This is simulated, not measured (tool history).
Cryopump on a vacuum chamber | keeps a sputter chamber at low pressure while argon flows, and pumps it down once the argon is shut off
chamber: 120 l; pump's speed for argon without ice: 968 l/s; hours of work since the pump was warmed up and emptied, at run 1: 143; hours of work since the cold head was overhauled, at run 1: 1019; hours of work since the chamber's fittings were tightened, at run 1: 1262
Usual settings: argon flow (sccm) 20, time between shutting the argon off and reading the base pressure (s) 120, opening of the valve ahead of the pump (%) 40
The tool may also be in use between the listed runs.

| run | hour | argon flow (sccm) | time between shutting the argon off and reading the base pressure (s) | opening of the valve ahead of the pump (%) | hours of work since the pump was warmed up and emptied | hours of work since the cold head was overhauled | hours of work since the chamber's fittings were tightened | pressure while argon flows (Pa) | pressure after the wait (uPa) |
|---|---|---|---|---|---|---|---|---|---|
| 1 | 0.0 | 20 | 120 | 40 | 143 | 1019 | 1262 | 0.0887 | 3.58 |
| 2 | 20.7 | 20 | 120 | 40 | 154 | 1031 | 1274 | 0.0891 | 3.55 |
| 3 | 39.7 | 20 | 120 | 40 | 165 | 1041 | 1284 | 0.0884 | 3.64 |
| 4 | 80.2 | 20 | 120 | 40 | 187 | 1064 | 1307 | 0.0894 | 3.56 |
| 5 | 112.8 | 15 | 120 | 40 | 205 | 1082 | 1325 | 0.0670 | 3.58 |
| 6 | 153.0 | 15 | 120 | 40 | 228 | 1104 | 1347 | 0.0665 | 3.84 |
| 7 | 184.7 | 20 | 120 | 40 | 245 | 1122 | 1365 | 0.0895 | 3.78 |
| 8 | 221.2 | 9 | 120 | 40 | 266 | 1142 | 1385 | 0.0410 | 3.85 |
| 9 | 253.7 | 20 | 44 | 40 | 284 | 1160 | 1403 | 0.0895 | 5.27 |
| 10 | 291.1 | 25 | 44 | 40 | 304 | 1181 | 1424 | 0.1125 | 5.33 |
| 11 | 325.6 | 25 | 44 | 40 | 323 | 1200 | 1443 | 0.1127 | 5.59 |
| 12 | 370.3 | 20 | 120 | 40 | 348 | 1225 | 1468 | 0.0902 | 4.11 |
| 13 | 394.4 | 20 | 120 | 40 | 362 | 1238 | 1481 | 0.0904 | 4.18 |
| 14 | 439.8 | 20 | 120 | 40 | 387 | 1263 | 1506 | 0.0918 | 4.14 |
| 15 | 467.2 | 20 | 120 | 40 | 402 | 1278 | 1521 | 0.0906 | 4.21 |
| 16 | 502.4 | 20 | 204 | 40 | 421 | 1298 | 1541 | 0.0913 | 3.87 |
| 17 | 548.4 | 20 | 120 | 40 | 447 | 1323 | 1566 | 0.0909 | 4.36 |
| 18 | 568.0 | 31 | 132 | 40 | 458 | 1334 | 1577 | 0.1417 | 4.29 |
| 19 | 608.2 | 31 | 132 | 40 | 480 | 1357 | 1599 | 0.1422 | 4.37 |
| 20 | 633.4 | 12 | 166 | 32 | 494 | 1371 | 1613 | 0.0686 | 4.16 |
| 21 | 656.2 | 12 | 166 | 32 | 507 | 1383 | 1626 | 0.0680 | 4.40 |
| 22 | 690.2 | 10 | 120 | 20 | 525 | 1402 | 1645 | 0.0904 | 4.50 |
| 23 | 720.7 | 23 | 246 | 28 | 542 | 1419 | 1662 | 0.1478 | 4.30 |
| 24 | 744.6 | 23 | 246 | 28 | 556 | 1432 | 1675 | 0.1492 | 4.40 |
| 25 | 783.6 | 20 | 120 | 28 | 577 | 1454 | 1697 | 0.1291 | 4.91 |
| 26 | 828.9 | 20 | 120 | 28 | 602 | 1479 | 1722 | 0.1297 | 4.86 |
| 27 | 866.4 | 20 | 50 | 26 | 623 | 1500 | 1743 | 0.1391 | 5.95 |
| 28 | 904.9 | 38 | 120 | 20 | 645 | 1521 | 1764 | 0.3420 | 5.15 |
| 29 | 946.7 | 38 | 120 | 20 | 668 | 1544 | 1787 | 0.3428 | 5.08 |
| 30 | 984.6 | 38 | 120 | 20 | 689 | 1565 | 1808 | 0.3443 | 4.98 |
| 31 | 1022.7 | 17 | 271 | 45 | 710 | 1586 | 1829 | 0.0716 | 4.60 |
| 32 | 1053.6 | 14 | 94 | 26 | 727 | 1604 | 1846 | 0.0980 | 5.49 |
| 33 | 1075.1 | 14 | 94 | 26 | 739 | 1615 | 1858 | 0.0983 | 5.51 |
| 34 | 1095.3 | 20 | 80 | 40 | 750 | 1627 | 1870 | 0.0950 | 5.69 |

Forecast each of these 3 alternatives for the next run:
| A | 1116.5 | 20 | 119 | 21 | 762 | 1638 | 1881 | ? | ? |
| B | 1116.5 | 20 | 59 | 40 | 762 | 1638 | 1881 | ? | ? |
| C | 1116.5 | 16 | 69 | 16 | 762 | 1638 | 1881 | ? | ? |

| run | pressure while argon flows (Pa) | pressure after the wait (uPa) |
|---|---|---|
| A | 0.1736 | 5.47 |
| B | 0.0947 | 6.25 |
| C | 0.1814 | 5.96 |
Without the tool's hidden state the same runs would have given:
| run | pressure while argon flows (Pa) | pressure after the wait (uPa) |
|---|---|---|
| A | 0.1666 | 1.16 |
| B | 0.0877 | 2.00 |
| C | 0.1757 | 1.74 |
